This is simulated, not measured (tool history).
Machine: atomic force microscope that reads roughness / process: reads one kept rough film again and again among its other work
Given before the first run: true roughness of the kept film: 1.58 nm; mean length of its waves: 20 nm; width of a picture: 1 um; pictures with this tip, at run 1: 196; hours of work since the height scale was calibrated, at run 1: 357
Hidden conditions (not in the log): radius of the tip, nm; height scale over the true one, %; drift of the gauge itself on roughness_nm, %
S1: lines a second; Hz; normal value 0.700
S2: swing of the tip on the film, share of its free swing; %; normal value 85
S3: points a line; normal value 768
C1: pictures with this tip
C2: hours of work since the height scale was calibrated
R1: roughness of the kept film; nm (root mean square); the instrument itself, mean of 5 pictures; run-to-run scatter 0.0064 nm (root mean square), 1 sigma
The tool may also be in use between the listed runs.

{"run": 1, "hour": 0.0, "S1": 0.7, "S2": 85, "S3": 768, "C1": 196, "C2": 357, "R1": 1.245}
{"run": 2, "hour": 27.5, "S1": 0.7, "S2": 85, "S3": 768, "C1": 241, "C2": 377, "R1": 1.254}
{"run": 3, "hour": 86.1, "S1": 0.7, "S2": 85, "S3": 768, "C1": 337, "C2": 420, "R1": 1.239}
{"hour": 95.0, "done": "new tip fitted"}
{"run": 4, "hour": 117.2, "S1": 0.7, "S2": 85, "S3": 768, "C1": 37, "C2": 442, "R1": 1.253}
{"run": 5, "hour": 181.0, "S1": 0.7, "S2": 85, "S3": 768, "C1": 141, "C2": 489, "R1": 1.253}
{"run": 6, "hour": 215.5, "S1": 0.7, "S2": 58, "S3": 768, "C1": 198, "C2": 514, "R1": 1.341}
{"run": 7, "hour": 282.7, "S1": 1.429, "S2": 58, "S3": 768, "C1": 308, "C2": 564, "R1": 1.31}
{"hour": 310.3, "done": "new tip fitted"}
{"run": 8, "hour": 316.0, "S1": 1.429, "S2": 63, "S3": 768, "C1": 9, "C2": 588, "R1": 1.285}
{"run": 9, "hour": 360.6, "S1": 3.062, "S2": 85, "S3": 568, "C1": 82, "C2": 620, "R1": 0.97}

Predict the results of run 10:
{"run": 10, "hour": 394.7, "S1": 3.062, "S2": 58, "S3": 510, "C1": 138, "C2": 645, "R1": "?"}

Run 10 yielded R1 1.249 nm (root mean square).
Had the tool carried no hidden state, the very same run would have given R1 1.251 nm (root mean square).
